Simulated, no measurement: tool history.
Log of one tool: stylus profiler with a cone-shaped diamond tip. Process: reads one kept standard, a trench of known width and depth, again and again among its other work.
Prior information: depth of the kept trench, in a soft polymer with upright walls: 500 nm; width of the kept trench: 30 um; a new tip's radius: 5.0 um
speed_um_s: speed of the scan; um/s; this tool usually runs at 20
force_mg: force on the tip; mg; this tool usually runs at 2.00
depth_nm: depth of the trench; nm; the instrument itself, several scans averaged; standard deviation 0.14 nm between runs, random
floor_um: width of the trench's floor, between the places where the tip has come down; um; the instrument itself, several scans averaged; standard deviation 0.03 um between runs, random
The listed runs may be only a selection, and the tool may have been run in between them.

run,hour,speed_um_s,force_mg,depth_nm,floor_um
1,0.0,20,2.00,503.99,23.65
2,21.3,20,2.00,503.98,23.56
3,46.8,20,2.00,504.07,23.51
4,73.0,20,4.32,505.34,23.49
5,86.0,20,0.82,503.01,23.41
6,105.3,20,0.82,502.82,23.34
7,132.7,20,0.82,502.99,23.34
8,145.3,20,0.82,502.99,23.34
9,170.0,20,0.82,502.70,23.25
10,190.5,20,2.00,504.31,23.24
11,206.2,20,2.00,504.15,23.17
12,229.4,20,2.00,504.04,23.22
13,242.2,5,1.14,503.45,23.19
14,256.6,14,1.90,504.24,23.16
15,283.0,14,1.90,504.26,23.10
16,301.2,20,3.19,504.99,23.07
17,321.1,20,3.19,505.48,23.01
18,345.1,24,3.19,505.17,22.91
19,368.2,24,2.31,504.73,22.91
20,382.4,24,2.31,504.63,22.95

Forecast run 21:
21,405.4,24,4.87,?,?

Run 21 came out at depth_nm 506.36 nm, floor_um 22.91 um.
Had the tool carried no hidden state, the very same run would have given depth_nm 504.31 nm, floor_um 25.60 um.
